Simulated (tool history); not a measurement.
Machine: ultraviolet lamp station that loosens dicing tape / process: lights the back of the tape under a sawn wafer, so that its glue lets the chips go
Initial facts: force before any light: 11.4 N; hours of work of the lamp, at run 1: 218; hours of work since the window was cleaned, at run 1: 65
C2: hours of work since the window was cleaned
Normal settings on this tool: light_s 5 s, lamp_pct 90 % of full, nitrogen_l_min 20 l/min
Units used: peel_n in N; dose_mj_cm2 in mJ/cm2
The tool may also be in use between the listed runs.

Run 1, hour 0.0: usual settings; hours of work of the lamp 218; C2 65. Result: peel_n 1.097 N, dose_mj_cm2 216 mJ/cm2.
Run 2, hour 59.9: usual settings; hours of work of the lamp 247; C2 94. Result: peel_n 1.103 N, dose_mj_cm2 208 mJ/cm2.
Run 3, hour 138.3: usual settings; hours of work of the lamp 285; C2 132. Result: peel_n 1.126 N, dose_mj_cm2 206 mJ/cm2.
Run 4, hour 218.3: usual settings but lamp_pct 91 % of full; hours of work of the lamp 323; C2 170. Result: peel_n 1.260 N, dose_mj_cm2 202 mJ/cm2.
Run 5, hour 290.6: usual settings but lamp_pct 91 % of full; hours of work of the lamp 358; C2 205. Result: peel_n 1.278 N, dose_mj_cm2 195 mJ/cm2.
Run 6, hour 379.2: usual settings but lamp_pct 91 % of full; hours of work of the lamp 401; C2 248. Result: peel_n 1.384 N, dose_mj_cm2 189 mJ/cm2.
Run 7, hour 456.4: usual settings; hours of work of the lamp 438; C2 285. Result: peel_n 1.474 N, dose_mj_cm2 181 mJ/cm2.
Run 8, hour 534.0: usual settings; hours of work of the lamp 475; C2 322. Result: peel_n 1.612 N, dose_mj_cm2 175 mJ/cm2.
Run 9, hour 620.6: usual settings; hours of work of the lamp 517; C2 364. Result: peel_n 1.675 N, dose_mj_cm2 174 mJ/cm2.
Run 10, hour 676.3: usual settings; hours of work of the lamp 544; C2 391. Result: peel_n 1.722 N, dose_mj_cm2 165 mJ/cm2.
Run 11, hour 756.6: usual settings but light_s 8 s; hours of work of the lamp 582; C2 429. Result: peel_n 0.683 N, dose_mj_cm2 260 mJ/cm2.
Run 12, hour 846.6: usual settings but light_s 8 s; hours of work of the lamp 626; C2 473. Result: peel_n 0.720 N, dose_mj_cm2 248 mJ/cm2.
Run 13, hour 932.5: usual settings; hours of work of the lamp 667; C2 514. Result: peel_n 2.103 N, dose_mj_cm2 151 mJ/cm2.
At hour 997.7: window cleaned of glue's vapour.
Run 14, hour 997.7: usual settings; hours of work of the lamp 698; C2 0. Result: peel_n 2.330 N, dose_mj_cm2 137 mJ/cm2.
Run 15, hour 1075.4: usual settings but nitrogen_l_min 9 l/min; hours of work of the lamp 735; C2 37. Result: peel_n 3.747 N, dose_mj_cm2 136 mJ/cm2.
Run 16, hour 1125.2: usual settings but lamp_pct 69 % of full, nitrogen_l_min 9 l/min; hours of work of the lamp 759; C2 61. Result: peel_n 5.185 N, dose_mj_cm2 103 mJ/cm2.
Run 17, hour 1205.7: usual settings but lamp_pct 69 % of full, nitrogen_l_min 9 l/min; hours of work of the lamp 798; C2 100. Result: peel_n 5.263 N, dose_mj_cm2 100 mJ/cm2.
Run 18, hour 1260.6: usual settings but lamp_pct 69 % of full, nitrogen_l_min 9 l/min; hours of work of the lamp 825; C2 126. Result: peel_n 5.186 N, dose_mj_cm2 97 mJ/cm2.
Run 19, hour 1346.0: usual settings but lamp_pct 69 % of full, nitrogen_l_min 9 l/min; hours of work of the lamp 866; C2 168. Result: peel_n 5.378 N, dose_mj_cm2 92 mJ/cm2.
Run 20, hour 1398.4: usual settings but nitrogen_l_min 13 l/min; hours of work of the lamp 891; C2 193. Result: peel_n 3.858 N, dose_mj_cm2 118 mJ/cm2.
Run 21, hour 1463.6: usual settings but light_s 6 s, lamp_pct 89 % of full; hours of work of the lamp 922; C2 224. Result: peel_n 2.472 N, dose_mj_cm2 135 mJ/cm2.
Run 22, hour 1522.2: usual settings but light_s 6 s, lamp_pct 89 % of full; hours of work of the lamp 950; C2 252. Result: peel_n 2.630 N, dose_mj_cm2 135 mJ/cm2.
At hour 1563.8: window cleaned of glue's vapour, once more.
Run 23, hour 1571.6: usual settings but light_s 3 s, lamp_pct 80 % of full, nitrogen_l_min 24 l/min; hours of work of the lamp 974; C2 4. Result: peel_n 4.352 N, dose_mj_cm2 80 mJ/cm2.
Run 24, hour 1618.2: usual settings but light_s 3 s, lamp_pct 80 % of full, nitrogen_l_min 24 l/min; hours of work of the lamp 996; C2 26. Result: peel_n 4.173 N, dose_mj_cm2 83 mJ/cm2.
Run 25, hour 1694.5: usual settings but light_s 4 s; hours of work of the lamp 1033; C2 63. Result: peel_n 3.114 N, dose_mj_cm2 116 mJ/cm2.
At hour 1737.8: lamp changed.
Run 26, hour 1769.4: usual settings but light_s 4 s; hours of work of the lamp 15; C2 98. Result: peel_n 1.513 N, dose_mj_cm2 184 mJ/cm2.
Run 27, hour 1831.7: usual settings but light_s 4 s, lamp_pct 98 % of full; hours of work of the lamp 45; C2 128. Result: peel_n 1.263 N, dose_mj_cm2 196 mJ/cm2.
Run 28, hour 1895.4: usual settings but light_s 7 s, lamp_pct 71 % of full, nitrogen_l_min 33 l/min; hours of work of the lamp 76; C2 159. Result: peel_n 0.492 N, dose_mj_cm2 245 mJ/cm2.
Run 29, hour 1969.9: usual settings but light_s 7 s, lamp_pct 71 % of full, nitrogen_l_min 33 l/min; hours of work of the lamp 112; C2 195. Result: peel_n 0.505 N, dose_mj_cm2 237 mJ/cm2.
Run 30, hour 2011.7: usual settings but light_s 7 s, lamp_pct 71 % of full, nitrogen_l_min 33 l/min; hours of work of the lamp 132; C2 215. Result: peel_n 0.555 N, dose_mj_cm2 231 mJ/cm2.
Run 31, hour 2100.2: usual settings but light_s 4 s; hours of work of the lamp 174; C2 258. Result: peel_n 1.844 N, dose_mj_cm2 161 mJ/cm2.
Run 32, hour 2187.0: usual settings but lamp_pct 67 % of full, nitrogen_l_min 8 l/min; hours of work of the lamp 216; C2 299. Result: peel_n 3.798 N, dose_mj_cm2 149 mJ/cm2.
Run 33, hour 2275.2: usual settings but lamp_pct 67 % of full, nitrogen_l_min 8 l/min; hours of work of the lamp 259; C2 342. Result: peel_n 3.935 N, dose_mj_cm2 140 mJ/cm2.
Run 34, hour 2368.4: usual settings but light_s 2 s, lamp_pct 99 % of full, nitrogen_l_min 21 l/min; hours of work of the lamp 303; C2 387. Result: peel_n 4.515 N, dose_mj_cm2 83 mJ/cm2.
Run 35, hour 2436.1: usual settings but light_s 10 s, lamp_pct 99 % of full; hours of work of the lamp 336; C2 419. Result: peel_n 0.205 N, dose_mj_cm2 398 mJ/cm2.
Run 36, hour 2509.2: usual settings but light_s 10 s, lamp_pct 99 % of full; hours of work of the lamp 371; C2 454. Result: peel_n 0.217 N, dose_mj_cm2 387 mJ/cm2.
Run 37, hour 2590.5: usual settings but light_s 7 s, lamp_pct 99 % of full; hours of work of the lamp 410; C2 493. Result: peel_n 0.624 N, dose_mj_cm2 262 mJ/cm2.
Run 38, hour 2681.2: usual settings but light_s 7 s, lamp_pct 99 % of full; hours of work of the lamp 454; C2 537. Result: peel_n 0.668 N, dose_mj_cm2 255 mJ/cm2.
At hour 2702.7: window cleaned of glue's vapour.
Run 39, hour 2741.1: usual settings but light_s 2 s, lamp_pct 99 % of full; hours of work of the lamp 482; C2 18. Result: peel_n 4.390 N, dose_mj_cm2 87 mJ/cm2.

3 ways to go on from here, each from the tool as it stands after run 39. What would each give?
Run A, hour 2803.8: usual settings but light_s 2 s, lamp_pct 76 % of full; hours of work of the lamp 513; C2 49. Result: peel_n ?, dose_mj_cm2 ?.
Run B, hour 2803.8: usual settings but light_s 2 s, lamp_pct 92 % of full, nitrogen_l_min 13 l/min; hours of work of the lamp 513; C2 49. Result: peel_n ?, dose_mj_cm2 ?.
Run C, hour 2803.8: usual settings but light_s 2 s, lamp_pct 99 % of full, nitrogen_l_min 12 l/min; hours of work of the lamp 513; C2 49. Result: peel_n ?, dose_mj_cm2 ?.

run  peel_n  dose_mj_cm2
  A   5.726           63
  B   5.652           77
  C   5.386           83
What these runs would have given with no unlogged condition in the tool:
run  peel_n  dose_mj_cm2
  A   4.750           80
  B   4.676           97
  C   4.424          104

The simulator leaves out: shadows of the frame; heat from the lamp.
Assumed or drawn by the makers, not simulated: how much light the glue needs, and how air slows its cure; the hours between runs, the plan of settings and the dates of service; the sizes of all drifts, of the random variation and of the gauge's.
